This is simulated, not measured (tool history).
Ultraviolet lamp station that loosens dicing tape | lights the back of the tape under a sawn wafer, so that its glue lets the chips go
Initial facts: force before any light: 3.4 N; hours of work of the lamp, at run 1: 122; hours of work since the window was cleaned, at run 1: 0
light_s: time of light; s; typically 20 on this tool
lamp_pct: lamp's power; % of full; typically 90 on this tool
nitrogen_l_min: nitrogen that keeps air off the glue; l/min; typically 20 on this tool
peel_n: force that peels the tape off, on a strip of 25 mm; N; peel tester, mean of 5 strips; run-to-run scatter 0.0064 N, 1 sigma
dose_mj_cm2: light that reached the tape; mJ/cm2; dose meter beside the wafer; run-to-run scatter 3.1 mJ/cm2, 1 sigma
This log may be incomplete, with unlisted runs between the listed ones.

run,hour,light_s,lamp_pct,nitrogen_l_min,hours of work of the lamp,hours of work since the window was cleaned,peel_n,dose_mj_cm2
1,0,20,90,20,122,0,0.252,441
2,64.3,20,90,20,173,51,0.269,418
3,133.8,20,90,20,228,105,0.283,398
4,216.6,20,90,20,293,171,0.325,385
5,264.1,20,90,20,330,208,0.346,362
6,350.7,20,90,20,399,276,0.398,347
7,416.4,19,90,20,450,328,0.448,309
8,465.7,10,90,20,489,367,1.159,153
# hour 533.6: window cleaned of glue's vapour
9,533.6,33,90,20,542,0,0.228,456
10,576.8,33,90,20,576,34,0.246,436
11,614.9,33,90,20,606,64,0.252,424
# hour 666.6: window cleaned of glue's vapour, once more
12,688.5,33,90,20,664,17,0.187,505
13,751.5,33,90,20,714,67,0.214,472
14,816.1,33,90,20,765,118,0.234,444
15,876.2,20,70,20,812,165,0.89,199
# hour 908.2: lamp changed
16,966.5,20,70,20,46,235,0.389,344
17,1051.2,20,70,20,113,302,0.419,327
18,1118.2,20,70,20,165,355,0.47,311
19,1184.9,19,70,20,218,408,0.536,285
# hour 1202.8: window cleaned of glue's vapour
20,1229.6,20,78,20,253,21,0.363,367
21,1300.1,20,78,20,308,77,0.377,345
22,1362.1,20,78,26,357,126,0.364,329
23,1434.4,34,78,26,414,183,0.157,534
24,1499.1,12,65,8,465,233,1.612,150
25,1559.8,40,80,27,513,281,0.127,585
26,1633.3,40,80,27,571,339,0.142,556
27,1722.2,40,80,27,641,409,0.155,518
# hour 1735.4: window cleaned of glue's vapour
28,1802.5,29,74,23,704,53,0.308,365
29,1853.9,29,74,23,744,93,0.353,353
30,1929.9,27,84,20,804,153,0.384,352
# hour 1974.9: lamp changed
31,2008.4,11,84,39,26,214,0.581,229
32,2060.4,11,84,39,67,255,0.613,223
33,2107.9,39,68,6,105,293,0.277,615
34,2158,39,68,11,144,332,0.182,594
35,2212,39,68,11,187,375,0.193,574
# hour 2274.6: window cleaned of glue's vapour
36,2302.9,39,68,11,258,22,0.182,610
37,2348.7,39,68,11,294,58,0.201,592
38,2394,35,84,27,330,94,0.114,638
39,2439,20,90,11,365,130,0.457,380
40,2484.2,20,98,6,401,165,0.6,398
41,2546.8,20,98,6,450,215,0.634,379
42,2610.6,20,92,24,501,265,0.356,342
43,2692.4,20,92,24,565,329,0.416,316

Predict each of these 3 candidate next runs independently; none follows another, all start after run 43:
A,2732.7,20,90,20,597,361,?,?
B,2732.7,25,92,14,597,361,?,?
C,2732.7,19,90,6,597,361,?,?

run,peel_n,dose_mj_cm2
A,0.485,303
B,0.378,384
C,0.92,282
What these runs would have given with no unlogged condition in the tool:
run,peel_n,dose_mj_cm2
A,0.199,489
B,0.155,621
C,0.447,458
